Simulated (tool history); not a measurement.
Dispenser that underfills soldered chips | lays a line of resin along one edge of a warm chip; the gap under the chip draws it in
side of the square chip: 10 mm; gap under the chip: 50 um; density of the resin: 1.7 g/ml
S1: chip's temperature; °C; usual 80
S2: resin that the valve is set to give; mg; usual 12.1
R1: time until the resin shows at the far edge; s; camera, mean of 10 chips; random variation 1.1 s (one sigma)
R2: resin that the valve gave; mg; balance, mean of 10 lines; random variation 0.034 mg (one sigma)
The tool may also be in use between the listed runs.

{"run": 1, "hour": 0.0, "S1": 80, "S2": 12.1, "R1": 118.7, "R2": 11.69}
{"hour": 6.7, "done": "new syringe of resin"}
{"run": 2, "hour": 8.3, "S1": 80, "S2": 10.6, "R1": 120.2, "R2": 10.11}
{"run": 3, "hour": 12.4, "S1": 80, "S2": 10.6, "R1": 159.6, "R2": 10.11}
{"hour": 14.7, "done": "new syringe of resin"}
{"run": 4, "hour": 16.8, "S1": 80, "S2": 10.6, "R1": 127.3, "R2": 10.08}
{"hour": 22.4, "done": "new syringe of resin"}
{"run": 5, "hour": 22.6, "S1": 68, "S2": 12.1, "R1": 192.4, "R2": 11.45}
{"run": 6, "hour": 26.8, "S1": 71, "S2": 12.1, "R1": 221, "R2": 11.39}
{"hour": 30.1, "done": "new syringe of resin"}
{"run": 7, "hour": 33.4, "S1": 80, "S2": 12.1, "R1": 130.4, "R2": 11.41}
{"hour": 38.3, "done": "new syringe of resin"}
{"run": 8, "hour": 38.6, "S1": 80, "S2": 12.1, "R1": 108.9, "R2": 11.42}
{"run": 9, "hour": 45.3, "S1": 71, "S2": 12.1, "R1": 260.2, "R2": 11.37}
{"hour": 46.5, "done": "new syringe of resin"}
{"hour": 50.1, "done": "dispensing valve cleaned and set on the balance"}
{"run": 10, "hour": 53.9, "S1": 80, "S2": 12.1, "R1": 163, "R2": 12.1}
{"hour": 55.6, "done": "new syringe of resin"}
{"run": 11, "hour": 61.5, "S1": 80, "S2": 12.1, "R1": 158, "R2": 12.06}
{"hour": 63.3, "done": "new syringe of resin"}
{"run": 12, "hour": 67.7, "S1": 80, "S2": 12.1, "R1": 145.6, "R2": 11.97}
{"hour": 71.0, "done": "new syringe of resin"}
{"run": 13, "hour": 73.5, "S1": 80, "S2": 12.1, "R1": 126.2, "R2": 11.97}
{"hour": 79.0, "done": "new syringe of resin"}
{"run": 14, "hour": 79.0, "S1": 93, "S2": 12.1, "R1": 59.8, "R2": 11.98}
{"hour": 86.7, "done": "new syringe of resin"}
{"run": 15, "hour": 87.0, "S1": 93, "S2": 10.5, "R1": 64.9, "R2": 10.28}
{"run": 16, "hour": 93.4, "S1": 80, "S2": 12.1, "R1": 166.2, "R2": 11.81}
{"hour": 94.9, "done": "new syringe of resin"}
{"run": 17, "hour": 99.1, "S1": 80, "S2": 12.1, "R1": 142.2, "R2": 11.81}
{"hour": 103.0, "done": "new syringe of resin"}
{"run": 18, "hour": 103.6, "S1": 80, "S2": 15, "R1": 108.7, "R2": 14.57}
{"hour": 111.2, "done": "new syringe of resin"}
{"run": 19, "hour": 111.5, "S1": 80, "S2": 15, "R1": 103.2, "R2": 14.53}

Run 20 comes next. What will it give?
{"run": 20, "hour": 116.7, "S1": 80, "S2": 15, "R1": "?", "R2": "?"}

Run 20 gave R1 149.1 s, R2 14.54 mg.
Without the tool's hidden state the same run would have given R1 98.5 s, R2 15.06 mg.

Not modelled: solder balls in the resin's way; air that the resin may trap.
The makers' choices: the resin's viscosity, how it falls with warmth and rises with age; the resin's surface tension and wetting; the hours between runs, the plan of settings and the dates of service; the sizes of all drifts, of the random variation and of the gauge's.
